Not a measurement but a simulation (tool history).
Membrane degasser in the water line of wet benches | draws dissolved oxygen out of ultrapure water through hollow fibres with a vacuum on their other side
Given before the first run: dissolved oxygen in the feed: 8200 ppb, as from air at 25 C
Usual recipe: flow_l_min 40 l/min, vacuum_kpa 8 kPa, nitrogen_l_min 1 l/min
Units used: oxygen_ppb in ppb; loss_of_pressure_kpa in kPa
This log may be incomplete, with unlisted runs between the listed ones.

run	hour	flow_l_min	vacuum_kpa	nitrogen_l_min	oxygen_ppb	loss_of_pressure_kpa
1	0	40	8	1	397.5	66.16
# hour 158.2: seals of the vacuum lines changed
2	186.4	40	10.1	1	552.6	66.57
3	295.5	40	8	1	398.7	66.35
4	441.7	40	8	1	400.2	66.05
5	615.9	40	8	0.53	612.7	66.17
6	795.3	40	8	0.53	614.5	66.67
7	1018.2	40	8	1	397.4	66.75
8	1118.9	40	8	1	398.5	66.54
9	1259.3	40	8	1.95	241.6	66.76
10	1402.5	40	12.92	1.95	453.2	66.87
11	1607.4	40	12.92	1.95	452.2	66.62
12	1715.9	40	12.92	1.95	453.5	67.19
# hour 1734.6: vacuum gauge calibrated
13	1822.1	40	12.92	1.95	454.7	66.5
14	2047.6	40	12.92	1.95	457.7	66.77
15	2281.6	40	12.92	1.95	456.6	67.57
16	2515.1	40	12.92	1.95	451.8	67.05

For run 17, what comes out?
17	2713.4	40	12.92	1.95	?	?

oxygen_ppb: 459.9 ppb
loss_of_pressure_kpa: 67.22 kPa
Had the tool carried no hidden state, the very same run would have given oxygen_ppb 448.3 ppb, loss_of_pressure_kpa 65.07 kPa.
